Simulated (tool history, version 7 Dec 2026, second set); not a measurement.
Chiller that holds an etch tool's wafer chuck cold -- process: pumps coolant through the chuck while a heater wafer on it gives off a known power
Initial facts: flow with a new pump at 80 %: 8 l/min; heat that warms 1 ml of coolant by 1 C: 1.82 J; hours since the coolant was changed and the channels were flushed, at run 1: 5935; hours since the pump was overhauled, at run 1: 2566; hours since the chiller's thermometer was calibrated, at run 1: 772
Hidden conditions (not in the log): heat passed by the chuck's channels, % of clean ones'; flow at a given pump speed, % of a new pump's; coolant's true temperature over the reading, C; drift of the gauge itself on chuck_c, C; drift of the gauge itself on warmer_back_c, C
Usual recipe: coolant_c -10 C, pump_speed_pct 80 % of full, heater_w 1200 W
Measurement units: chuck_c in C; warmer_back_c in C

run    hour  coolant_c  pump_speed_pct  heater_w  hours since the coolant was changed and the channels were flushed  hours since the pump was overhauled  hours since the chiller's thermometer was calibrated  chuck_c  warmer_back_c
  1     0.0        -10              80      1200                                                               5935                                 2566                                                   772     -1.5           4.97
  2    50.3         -3              80      1200                                                               5985                                 2616                                                   823      5.5           4.97
  3    85.2        -17              80      1200                                                               6020                                 2651                                                   858     -8.4           5.00
  4   118.2        -17              80      1200                                                               6053                                 2684                                                   891     -8.4           5.05
  5   173.9        -17              80      1200                                                               6109                                 2740                                                   946     -8.6           4.96
  6   212.9        -17              80      1200                                                               6148                                 2779                                                   985     -8.6           5.09
  7   273.0        -10              80      1200                                                               6208                                 2839                                                  1046     -1.6           5.03
  8   334.8        -10              80      1200                                                               6270                                 2901                                                  1107     -1.5           5.10
  9   397.3        -10              80      1200                                                               6332                                 2963                                                  1170     -1.5           5.04
 10   455.6        -10              80      1200                                                               6391                                 3022                                                  1228     -1.4           5.05
 11   516.2         -9              80      1200                                                               6451                                 3082                                                  1289     -0.6           5.09
 12   575.4         -9              80      1200                                                               6510                                 3141                                                  1348     -0.4           5.10
 13   627.7        -10              80      1200                                                               6563                                 3194                                                  1400     -1.6           5.11
 14   654.5        -10              78      1200                                                               6589                                 3221                                                  1427     -1.4           5.22
 15   688.6        -10              78      1200                                                               6624                                 3255                                                  1461     -1.3           5.30
 16   750.6        -10              80      1741                                                               6685                                 3317                                                  1523      2.2           7.41
 17   804.1        -10              63      1200                                                               6739                                 3370                                                  1577      0.0           6.52
 18   842.7        -10              63      1200                                                               6778                                 3409                                                  1615      0.0           6.51
 19   883.1        -19              80       948                                                               6818                                 3449                                                  1656    -12.4           4.16
 20   925.4        -10              99       626                                                               6860                                 3492                                                  1698     -6.2           2.33
 21   968.2        -18              65      1177                                                               6903                                 3534                                                  1741     -8.4           6.19
 22   998.2        -18              65      1177                                                               6933                                 3564                                                  1771     -8.5           6.24
 23  1060.2        -14              78      1478                                                               6995                                 3626                                                  1833     -3.2           6.55
 24  1117.3         -2              80      1295                                                               7052                                 3683                                                  1890      7.3           5.67
 25  1167.4         -3              87      1200                                                               7102                                 3734                                                  1940      4.9           4.79
 26  1206.3        -11              80      1200                                                               7141                                 3772                                                  1979     -2.5           5.27
 27  1239.8        -14              71       956                                                               7175                                 3806                                                  2012     -6.4           4.78
 28  1294.7        -13              71      1025                                                               7230                                 3861                                                  2067     -4.9           5.13
 29  1339.9         -2              80      1450                                                               7275                                 3906                                                  2112      8.2           6.36
 30  1401.5         -2              80      1450                                                               7336                                 3968                                                  2174      8.4           6.32
 31  1429.7        -10              68      1727                                                               7365                                 3996                                                  2202      3.4           8.74

4 ways to go on from here, each from the tool as it stands after run 31. What would each give?
  A  1459.9         -5              69       649                                                               7395                                 4026                                                  2232        ?              ?
  B  1459.9        -11              69      1324                                                               7395                                 4026                                                  2232        ?              ?
  C  1459.9         -2              68      1146                                                               7395                                 4026                                                  2232        ?              ?
  D  1459.9        -10              95       967                                                               7395                                 4026                                                  2232        ?              ?

run  chuck_c  warmer_back_c
  A      0.1           3.44
  B     -0.7           6.66
  C      7.0           5.88
  D     -3.8           3.67
Without the tool's unlogged condition, the same runs would have read:
run  chuck_c  warmer_back_c
  A      0.1           3.10
  B     -0.7           6.32
  C      7.0           5.53
  D     -3.8           3.32
